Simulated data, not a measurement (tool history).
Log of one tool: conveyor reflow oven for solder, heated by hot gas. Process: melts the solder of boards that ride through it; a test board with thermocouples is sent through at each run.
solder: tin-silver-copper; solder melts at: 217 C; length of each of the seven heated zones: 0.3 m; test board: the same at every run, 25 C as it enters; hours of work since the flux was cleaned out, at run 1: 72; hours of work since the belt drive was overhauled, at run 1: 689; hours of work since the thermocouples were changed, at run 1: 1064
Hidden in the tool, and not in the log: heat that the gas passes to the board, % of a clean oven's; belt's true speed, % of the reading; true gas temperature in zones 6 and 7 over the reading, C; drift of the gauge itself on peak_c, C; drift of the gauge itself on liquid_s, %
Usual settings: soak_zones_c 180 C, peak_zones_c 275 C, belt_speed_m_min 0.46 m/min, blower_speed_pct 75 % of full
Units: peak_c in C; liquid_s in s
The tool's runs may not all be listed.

| run | hour | soak_zones_c | peak_zones_c | belt_speed_m_min | blower_speed_pct | hours of work since the flux was cleaned out | hours of work since the belt drive was overhauled | hours of work since the thermocouples were changed | peak_c | liquid_s |
|---|---|---|---|---|---|---|---|---|---|---|
| 1 | 0 | 180 | 275 | 0.46 | 75 | 72 | 689 | 1064 | 255 | 62.9 |
| 2 | 58.7 | 180 | 275 | 0.46 | 75 | 106 | 724 | 1099 | 254.3 | 62.4 |
| 3 | 93.9 | 180 | 273 | 0.46 | 75 | 127 | 744 | 1120 | 252.5 | 61.4 |
| 4 | 167 | 180 | 275 | 0.46 | 75 | 170 | 787 | 1163 | 253.5 | 62.2 |
|  | 209.2 | flux residue cleaned out of gas plates and filters |
| 5 | 223.2 | 180 | 275 | 0.46 | 75 | 8 | 818 | 1193 | 254.9 | 63.9 |
| 6 | 292.2 | 173 | 275 | 0.46 | 75 | 49 | 858 | 1233 | 253.2 | 59.4 |
| 7 | 369.8 | 173 | 275 | 0.46 | 75 | 95 | 904 | 1279 | 252.3 | 59.1 |
| 8 | 446.4 | 173 | 275 | 0.46 | 72 | 140 | 949 | 1324 | 251.4 | 58.4 |
| 9 | 486.2 | 173 | 275 | 0.46 | 72 | 163 | 972 | 1348 | 251.3 | 58.3 |
|  | 540.9 | flux residue cleaned out of gas plates and filters |
| 10 | 543.9 | 173 | 275 | 0.46 | 72 | 2 | 1003 | 1379 | 253 | 59.6 |
|  | 606.8 | thermocouples of zones 6 and 7 changed |
| 11 | 607 | 180 | 275 | 0.46 | 57 | 38 | 1039 | 0 | 253 | 61.4 |
| 12 | 654.9 | 180 | 275 | 0.46 | 57 | 66 | 1068 | 28 | 252.5 | 61 |
| 13 | 715.3 | 180 | 275 | 0.46 | 57 | 101 | 1103 | 64 | 252.1 | 60.9 |
| 14 | 794.7 | 180 | 275 | 0.46 | 57 | 148 | 1150 | 111 | 251.4 | 60.3 |
| 15 | 827.2 | 180 | 275 | 0.46 | 57 | 167 | 1169 | 130 | 251.5 | 60.2 |
|  | 871.4 | flux residue cleaned out of gas plates and filters |
| 16 | 899 | 195 | 285 | 0.448 | 52 | 16 | 1208 | 169 | 264.1 | 78.6 |
| 17 | 940.5 | 195 | 285 | 0.448 | 52 | 41 | 1233 | 193 | 264.2 | 78.5 |
|  | 949.2 | belt drive overhauled, speed set with a stopwatch |
| 18 | 1002.9 | 195 | 285 | 0.448 | 52 | 75 | 32 | 228 | 263.9 | 79 |
| 19 | 1069.8 | 195 | 285 | 0.448 | 52 | 114 | 71 | 267 | 263.7 | 78.7 |
| 20 | 1120.3 | 180 | 275 | 0.46 | 79 | 144 | 101 | 297 | 256.6 | 66.4 |
| 21 | 1162.8 | 165 | 284 | 0.452 | 83 | 169 | 126 | 322 | 263 | 65.8 |
|  | 1193.8 | belt drive overhauled, speed set with a stopwatch, once more |
| 22 | 1200.5 | 180 | 275 | 0.459 | 75 | 189 | 4 | 342 | 254.1 | 60.9 |
|  | 1211.6 | flux residue cleaned out of gas plates and filters |
| 23 | 1254.6 | 180 | 275 | 0.459 | 75 | 25 | 33 | 371 | 255.3 | 62.3 |
| 24 | 1328.5 | 180 | 275 | 0.459 | 75 | 69 | 76 | 414 | 255 | 61.9 |
| 25 | 1363.9 | 180 | 275 | 0.532 | 58 | 90 | 97 | 435 | 244.6 | 43.5 |
| 26 | 1397.1 | 180 | 275 | 0.477 | 89 | 109 | 117 | 455 | 255.7 | 60.5 |
| 27 | 1432.1 | 180 | 275 | 0.411 | 75 | 130 | 137 | 475 | 258 | 72.3 |
| 28 | 1500.3 | 192 | 275 | 0.411 | 75 | 170 | 177 | 515 | 259.5 | 79 |
|  | 1538.6 | flux residue cleaned out of gas plates and filters |
| 29 | 1559.6 | 188 | 283 | 0.417 | 71 | 12 | 209 | 547 | 266.1 | 80 |

The same runs without the tool's hidden state, with the same run-to-run variation:
| run | peak_c | liquid_s |
|---|---|---|
| 1 | 257.2 | 63.1 |
| 2 | 256.9 | 62.9 |
| 3 | 255.3 | 62.1 |
| 4 | 256.8 | 63.2 |
| 5 | 256.7 | 63.3 |
| 6 | 255.4 | 59.4 |
| 7 | 255 | 59.5 |
| 8 | 254.6 | 59.3 |
| 9 | 254.7 | 59.4 |
| 10 | 254.9 | 59 |
| 11 | 252.6 | 59.1 |
| 12 | 252.4 | 59 |
| 13 | 252.4 | 59.2 |
| 14 | 252.2 | 58.9 |
| 15 | 252.4 | 59.1 |
| 16 | 263.4 | 75.2 |
| 17 | 263.7 | 75.3 |
| 18 | 263.5 | 75.2 |
| 19 | 263.6 | 75 |
| 20 | 257.3 | 63.8 |
| 21 | 264.1 | 63.5 |
| 22 | 256.9 | 63.2 |
| 23 | 256.7 | 63.3 |
| 24 | 256.9 | 63.2 |
| 25 | 246.8 | 45.5 |
| 26 | 258.1 | 62 |
| 27 | 260.4 | 73.8 |
| 28 | 262.1 | 80.3 |
| 29 | 267.4 | 80.1 |
